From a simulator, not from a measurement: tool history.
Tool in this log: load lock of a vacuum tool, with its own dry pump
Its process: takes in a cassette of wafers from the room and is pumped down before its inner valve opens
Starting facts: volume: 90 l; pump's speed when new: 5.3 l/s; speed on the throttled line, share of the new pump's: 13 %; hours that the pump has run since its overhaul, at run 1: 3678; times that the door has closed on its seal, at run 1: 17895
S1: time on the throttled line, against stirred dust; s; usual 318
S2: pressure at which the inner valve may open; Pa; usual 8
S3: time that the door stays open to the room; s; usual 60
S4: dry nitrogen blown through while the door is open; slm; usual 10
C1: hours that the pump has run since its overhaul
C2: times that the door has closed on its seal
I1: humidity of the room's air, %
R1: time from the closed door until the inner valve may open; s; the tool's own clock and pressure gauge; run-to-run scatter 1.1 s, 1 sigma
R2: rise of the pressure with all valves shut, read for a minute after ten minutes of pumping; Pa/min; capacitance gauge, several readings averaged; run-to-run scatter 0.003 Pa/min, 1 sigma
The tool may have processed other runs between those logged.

| run | hour | S1 | S2 | S3 | S4 | C1 | C2 | I1 | R1 | R2 |
|---|---|---|---|---|---|---|---|---|---|---|
| 1 | 0.0 | 318 | 8 | 60 | 10 | 3678 | 17895 | 42.0 | 440.2 | 0.039 |
| 2 | 158.8 | 318 | 8 | 60 | 10 | 3837 | 18529 | 46.2 | 441.9 | 0.033 |
| 3 | 316.3 | 533 | 8 | 60 | 10 | 3995 | 19158 | 47.5 | 629.6 | 0.036 |
| 4 | 457.8 | 168 | 8 | 60 | 10 | 4136 | 19723 | 47.5 | 309.7 | 0.038 |
| 5 | 574.9 | 168 | 8 | 60 | 10 | 4253 | 20191 | 45.4 | 308.2 | 0.035 |
| 6 | 659.7 | 168 | 8 | 60 | 10 | 4338 | 20530 | 41.4 | 310.2 | 0.034 |
| 7 | 849.0 | 168 | 8 | 60 | 10 | 4527 | 21286 | 43.1 | 308.9 | 0.030 |
| 8 | 960.7 | 318 | 8 | 60 | 10 | 4639 | 21733 | 40.9 | 439.6 | 0.034 |
| 9 | 1045.2 | 318 | 8 | 60 | 10 | 4724 | 22070 | 46.6 | 440.1 | 0.033 |
| 10 | 1138.4 | 318 | 8 | 60 | 10 | 4817 | 22443 | 43.8 | 438.5 | 0.033 |
| 11 | 1278.6 | 318 | 8 | 48 | 10 | 4957 | 23002 | 44.2 | 439.8 | 0.029 |
| 12 | 1454.3 | 318 | 8 | 48 | 10 | 5133 | 23705 | 43.4 | 440.0 | 0.033 |
| 13 | 1637.1 | 318 | 8 | 48 | 34 | 5316 | 24435 | 43.0 | 440.6 | 0.028 |
| 14 | 1799.9 | 318 | 8 | 116 | 10 | 5478 | 25085 | 46.4 | 441.2 | 0.043 |
| 15 | 1980.1 | 318 | 8 | 116 | 10 | 5659 | 25805 | 46.9 | 439.8 | 0.049 |
| 16 | 2141.1 | 221 | 8 | 60 | 10 | 5820 | 26448 | 43.5 | 355.1 | 0.040 |
| 17 | 2280.4 | 221 | 8 | 60 | 10 | 5959 | 27005 | 48.9 | 356.0 | 0.040 |
|  | 2397.7 | door's seal changed, seat wiped |
| 18 | 2458.0 | 318 | 8 | 60 | 10 | 6135 | 241 | 44.9 | 437.0 | 0.036 |
| 19 | 2544.1 | 318 | 8 | 60 | 10 | 6221 | 585 | 46.7 | 439.8 | 0.033 |
| 20 | 2660.4 | 318 | 8 | 60 | 21 | 6337 | 1050 | 46.8 | 439.3 | 0.029 |
| 21 | 2748.4 | 318 | 8 | 87 | 28 | 6425 | 1401 | 47.1 | 437.8 | 0.028 |
| 22 | 2845.7 | 392 | 7 | 209 | 6 | 6523 | 1790 | 47.2 | 506.3 | 0.069 |
| 23 | 2996.1 | 392 | 8 | 209 | 17 | 6673 | 2391 | 49.2 | 503.5 | 0.052 |
| 24 | 3112.8 | 318 | 8 | 55 | 39 | 6790 | 2857 | 46.1 | 439.9 | 0.020 |
| 25 | 3257.6 | 318 | 8 | 55 | 39 | 6935 | 3435 | 43.6 | 438.1 | 0.018 |
| 26 | 3409.7 | 318 | 8 | 55 | 39 | 7087 | 4043 | 44.3 | 439.5 | 0.018 |
| 27 | 3584.8 | 318 | 8 | 55 | 39 | 7262 | 4742 | 44.8 | 439.2 | 0.020 |
| 28 | 3716.2 | 318 | 8 | 55 | 39 | 7393 | 5268 | 42.8 | 440.6 | 0.023 |
| 29 | 3907.7 | 318 | 8 | 55 | 39 | 7585 | 6032 | 43.3 | 437.9 | 0.018 |
| 30 | 4087.4 | 173 | 15 | 53 | 29 | 7764 | 6750 | 44.5 | 302.1 | 0.024 |
| 31 | 4234.5 | 173 | 15 | 53 | 29 | 7912 | 7338 | 43.2 | 301.8 | 0.023 |
| 32 | 4315.6 | 173 | 15 | 53 | 29 | 7993 | 7662 | 45.5 | 303.1 | 0.022 |
| 33 | 4489.5 | 185 | 7 | 46 | 18 | 8166 | 8357 | 45.8 | 327.1 | 0.026 |
| 34 | 4636.4 | 185 | 7 | 46 | 18 | 8313 | 8944 | 46.5 | 327.3 | 0.022 |
| 35 | 4769.0 | 185 | 7 | 46 | 18 | 8446 | 9473 | 40.8 | 328.2 | 0.020 |
| 36 | 4897.2 | 565 | 7 | 46 | 37 | 8574 | 9985 | 45.4 | 654.9 | 0.017 |
| 37 | 5009.3 | 291 | 7 | 124 | 6 | 8686 | 10433 | 45.5 | 417.4 | 0.052 |
| 38 | 5094.9 | 291 | 7 | 124 | 6 | 8772 | 10775 | 43.4 | 419.7 | 0.048 |

For each entry between runs, how does the tool's hidden state at the last listed run before it compare with that at the first listed run after it?
Run 17 -> run 18: door's seal changed, seat wiped (hour 2397.7)
  leak at the door's seal, Pa l/s: 0.0037 -> 0.002

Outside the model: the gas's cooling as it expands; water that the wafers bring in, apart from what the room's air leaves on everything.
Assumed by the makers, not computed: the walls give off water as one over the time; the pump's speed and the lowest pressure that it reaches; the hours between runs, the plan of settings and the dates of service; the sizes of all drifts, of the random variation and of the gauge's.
